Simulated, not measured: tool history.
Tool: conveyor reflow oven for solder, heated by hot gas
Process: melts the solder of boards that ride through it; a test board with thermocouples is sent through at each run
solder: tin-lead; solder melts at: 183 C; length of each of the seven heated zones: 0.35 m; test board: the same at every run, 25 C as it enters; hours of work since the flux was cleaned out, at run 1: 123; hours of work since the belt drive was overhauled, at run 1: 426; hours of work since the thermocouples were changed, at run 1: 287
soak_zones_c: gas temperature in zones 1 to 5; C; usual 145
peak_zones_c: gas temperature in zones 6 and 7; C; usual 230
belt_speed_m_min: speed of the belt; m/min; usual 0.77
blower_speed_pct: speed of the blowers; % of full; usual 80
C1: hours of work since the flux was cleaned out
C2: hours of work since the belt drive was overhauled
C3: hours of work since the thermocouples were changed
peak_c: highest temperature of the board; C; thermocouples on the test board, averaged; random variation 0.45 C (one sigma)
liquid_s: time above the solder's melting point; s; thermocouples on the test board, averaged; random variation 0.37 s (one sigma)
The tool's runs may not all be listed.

{"run": 1, "hour": 0.0, "soak_zones_c": 145, "peak_zones_c": 230, "belt_speed_m_min": 0.77, "blower_speed_pct": 80, "C1": 123, "C2": 426, "C3": 287, "peak_c": 214.8, "liquid_s": 42}
{"run": 2, "hour": 32.7, "soak_zones_c": 145, "peak_zones_c": 230, "belt_speed_m_min": 0.77, "blower_speed_pct": 80, "C1": 144, "C2": 447, "C3": 308, "peak_c": 214, "liquid_s": 41.7}
{"run": 3, "hour": 68.0, "soak_zones_c": 145, "peak_zones_c": 230, "belt_speed_m_min": 0.77, "blower_speed_pct": 80, "C1": 167, "C2": 470, "C3": 331, "peak_c": 213.9, "liquid_s": 40.8}
{"run": 4, "hour": 99.3, "soak_zones_c": 136, "peak_zones_c": 230, "belt_speed_m_min": 0.77, "blower_speed_pct": 80, "C1": 187, "C2": 490, "C3": 351, "peak_c": 212.9, "liquid_s": 38.2}
{"run": 5, "hour": 126.1, "soak_zones_c": 145, "peak_zones_c": 230, "belt_speed_m_min": 0.661, "blower_speed_pct": 80, "C1": 205, "C2": 508, "C3": 368, "peak_c": 219.5, "liquid_s": 52.4}
{"run": 6, "hour": 169.7, "soak_zones_c": 145, "peak_zones_c": 230, "belt_speed_m_min": 0.77, "blower_speed_pct": 80, "C1": 233, "C2": 536, "C3": 397, "peak_c": 213.6, "liquid_s": 40.9}
{"run": 7, "hour": 205.1, "soak_zones_c": 145, "peak_zones_c": 230, "belt_speed_m_min": 0.77, "blower_speed_pct": 80, "C1": 256, "C2": 559, "C3": 420, "peak_c": 214.3, "liquid_s": 41.4}
{"run": 8, "hour": 226.8, "soak_zones_c": 152, "peak_zones_c": 230, "belt_speed_m_min": 0.77, "blower_speed_pct": 80, "C1": 270, "C2": 573, "C3": 434, "peak_c": 214.9, "liquid_s": 44.1}
{"run": 9, "hour": 260.4, "soak_zones_c": 145, "peak_zones_c": 230, "belt_speed_m_min": 0.77, "blower_speed_pct": 80, "C1": 292, "C2": 595, "C3": 456, "peak_c": 213.1, "liquid_s": 40.6}
{"run": 10, "hour": 285.9, "soak_zones_c": 145, "peak_zones_c": 230, "belt_speed_m_min": 0.77, "blower_speed_pct": 80, "C1": 308, "C2": 611, "C3": 472, "peak_c": 213.7, "liquid_s": 40.5}
{"run": 11, "hour": 309.3, "soak_zones_c": 145, "peak_zones_c": 230, "belt_speed_m_min": 0.77, "blower_speed_pct": 80, "C1": 323, "C2": 627, "C3": 487, "peak_c": 213.6, "liquid_s": 40.6}
{"run": 12, "hour": 347.7, "soak_zones_c": 145, "peak_zones_c": 230, "belt_speed_m_min": 0.77, "blower_speed_pct": 80, "C1": 348, "C2": 651, "C3": 512, "peak_c": 213.2, "liquid_s": 39.7}
{"run": 13, "hour": 396.6, "soak_zones_c": 145, "peak_zones_c": 230, "belt_speed_m_min": 0.77, "blower_speed_pct": 80, "C1": 380, "C2": 683, "C3": 544, "peak_c": 213.2, "liquid_s": 40}
{"run": 14, "hour": 418.9, "soak_zones_c": 145, "peak_zones_c": 230, "belt_speed_m_min": 0.77, "blower_speed_pct": 80, "C1": 395, "C2": 698, "C3": 558, "peak_c": 213.3, "liquid_s": 40}
{"run": 15, "hour": 445.7, "soak_zones_c": 145, "peak_zones_c": 229, "belt_speed_m_min": 0.77, "blower_speed_pct": 80, "C1": 412, "C2": 715, "C3": 576, "peak_c": 211.5, "liquid_s": 39.6}
{"run": 16, "hour": 475.2, "soak_zones_c": 145, "peak_zones_c": 230, "belt_speed_m_min": 0.77, "blower_speed_pct": 72, "C1": 431, "C2": 734, "C3": 595, "peak_c": 212, "liquid_s": 39}
{"run": 17, "hour": 527.4, "soak_zones_c": 143, "peak_zones_c": 220, "belt_speed_m_min": 0.799, "blower_speed_pct": 89, "C1": 465, "C2": 768, "C3": 629, "peak_c": 204, "liquid_s": 32.2}
{"run": 18, "hour": 554.2, "soak_zones_c": 143, "peak_zones_c": 220, "belt_speed_m_min": 0.799, "blower_speed_pct": 89, "C1": 482, "C2": 785, "C3": 646, "peak_c": 203.5, "liquid_s": 31.2}
{"hour": 570.2, "done": "flux residue cleaned out of gas plates and filters"}
{"run": 19, "hour": 606.0, "soak_zones_c": 141, "peak_zones_c": 226, "belt_speed_m_min": 0.884, "blower_speed_pct": 53, "C1": 23, "C2": 816, "C3": 677, "peak_c": 202.6, "liquid_s": 26.1}
{"run": 20, "hour": 657.5, "soak_zones_c": 141, "peak_zones_c": 226, "belt_speed_m_min": 0.884, "blower_speed_pct": 62, "C1": 57, "C2": 849, "C3": 710, "peak_c": 204.9, "liquid_s": 27.9}
{"run": 21, "hour": 684.1, "soak_zones_c": 152, "peak_zones_c": 233, "belt_speed_m_min": 0.849, "blower_speed_pct": 64, "C1": 74, "C2": 866, "C3": 727, "peak_c": 215.4, "liquid_s": 39.8}
{"run": 22, "hour": 712.2, "soak_zones_c": 136, "peak_zones_c": 228, "belt_speed_m_min": 0.846, "blower_speed_pct": 55, "C1": 92, "C2": 885, "C3": 745, "peak_c": 205, "liquid_s": 28}
{"run": 23, "hour": 763.8, "soak_zones_c": 139, "peak_zones_c": 228, "belt_speed_m_min": 0.846, "blower_speed_pct": 55, "C1": 126, "C2": 918, "C3": 779, "peak_c": 205.7, "liquid_s": 29.1}
{"run": 24, "hour": 803.3, "soak_zones_c": 140, "peak_zones_c": 223, "belt_speed_m_min": 0.832, "blower_speed_pct": 56, "C1": 151, "C2": 944, "C3": 805, "peak_c": 201.7, "liquid_s": 27.5}
{"run": 25, "hour": 828.7, "soak_zones_c": 153, "peak_zones_c": 230, "belt_speed_m_min": 0.903, "blower_speed_pct": 80, "C1": 168, "C2": 960, "C3": 821, "peak_c": 213.7, "liquid_s": 36.2}
{"run": 26, "hour": 871.9, "soak_zones_c": 132, "peak_zones_c": 227, "belt_speed_m_min": 0.621, "blower_speed_pct": 57, "C1": 196, "C2": 988, "C3": 849, "peak_c": 213.6, "liquid_s": 47.3}
{"run": 27, "hour": 920.7, "soak_zones_c": 132, "peak_zones_c": 227, "belt_speed_m_min": 0.621, "blower_speed_pct": 62, "C1": 227, "C2": 1020, "C3": 881, "peak_c": 215.5, "liquid_s": 48.8}
{"run": 28, "hour": 957.8, "soak_zones_c": 141, "peak_zones_c": 230, "belt_speed_m_min": 0.77, "blower_speed_pct": 77, "C1": 251, "C2": 1044, "C3": 905, "peak_c": 214.5, "liquid_s": 39.6}
{"run": 29, "hour": 1004.8, "soak_zones_c": 141, "peak_zones_c": 230, "belt_speed_m_min": 0.77, "blower_speed_pct": 77, "C1": 282, "C2": 1074, "C3": 935, "peak_c": 214.5, "liquid_s": 41.4}

The same runs without the tool's hidden state, with the same run-to-run variation:
The hidden state here: heat that the gas passes to the board, % of a clean oven's; belt's true speed, % of the reading; true gas temperature in zones 6 and 7 over the reading, C; drift of the gauge itself on peak_c, C; drift of the gauge itself on liquid_s, %.
run=1 peak_c=214.4 liquid_s=41.5
run=2 peak_c=213.8 liquid_s=41.3
run=3 peak_c=213.8 liquid_s=40.4
run=4 peak_c=213.1 liquid_s=38.1
run=5 peak_c=219.3 liquid_s=51.8
run=6 peak_c=213.9 liquid_s=40.9
run=7 peak_c=214.8 liquid_s=41.5
run=8 peak_c=215.3 liquid_s=44
run=9 peak_c=213.7 liquid_s=40.8
run=10 peak_c=214.5 liquid_s=40.8
run=11 peak_c=214.5 liquid_s=40.9
run=12 peak_c=214.3 liquid_s=40.1
run=13 peak_c=214.4 liquid_s=40.5
run=14 peak_c=214.6 liquid_s=40.7
run=15 peak_c=212.9 liquid_s=40.4
run=16 peak_c=213.6 liquid_s=39.8
run=17 peak_c=205.7 liquid_s=34
run=18 peak_c=205.4 liquid_s=33.2
run=19 peak_c=199.8 liquid_s=22.9
run=20 peak_c=202.2 liquid_s=25.2
run=21 peak_c=212.8 liquid_s=37.3
run=22 peak_c=202.5 liquid_s=25.3
run=23 peak_c=203.4 liquid_s=26.6
run=24 peak_c=199.6 liquid_s=24.9
run=25 peak_c=211.8 liquid_s=34.4
run=26 peak_c=211.2 liquid_s=44.4
run=27 peak_c=213.3 liquid_s=46.1
run=28 peak_c=212.9 liquid_s=37.8
run=29 peak_c=213.2 liquid_s=39.7

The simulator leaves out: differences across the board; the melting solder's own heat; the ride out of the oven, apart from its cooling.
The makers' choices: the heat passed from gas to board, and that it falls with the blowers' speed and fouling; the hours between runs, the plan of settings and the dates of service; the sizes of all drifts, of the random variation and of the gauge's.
